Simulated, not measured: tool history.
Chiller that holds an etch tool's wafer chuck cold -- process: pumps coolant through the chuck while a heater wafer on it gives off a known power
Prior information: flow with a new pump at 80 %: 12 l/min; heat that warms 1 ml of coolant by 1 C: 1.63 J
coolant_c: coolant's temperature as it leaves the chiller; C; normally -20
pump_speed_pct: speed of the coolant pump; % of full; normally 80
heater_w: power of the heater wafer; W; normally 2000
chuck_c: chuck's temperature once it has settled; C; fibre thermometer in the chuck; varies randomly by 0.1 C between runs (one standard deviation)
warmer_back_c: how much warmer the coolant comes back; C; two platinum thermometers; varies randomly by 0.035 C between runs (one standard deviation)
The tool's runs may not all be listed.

run   hour  coolant_c  pump_speed_pct  heater_w  chuck_c  warmer_back_c
  1      0        -20              80      2000     -1.1           6.16
  2   34.9        -11              80      2000      7.9           6.21
  3   61.1        -11              80      2000      7.9           6.19
  4   85.4        -13              80      2000      5.9           6.16
  5  119.5        -20              63      2000      2.4            7.9
  6  146.8        -26              80      2000       -7            6.2
  7  169.3        -26              80      2000       -7           6.21
  8  189.7        -20              83      2000     -1.4           5.88
  9    218        -24              92      2000     -6.6           5.33
 10  244.1        -19              66      2652      9.6          10.01
 11  277.3        -28              63      1729     -8.5           6.83
 12    312        -29              82      1729    -12.6           5.22

What does the tool deliver on the next run?
 13  338.4        -28              73      1039        ?              ?

Run 13 produced chuck_c -17.3 C, warmer_back_c 3.53 C.
With no hidden state in the tool, this same run would have given chuck_c -18.1 C, warmer_back_c 3.51 C.
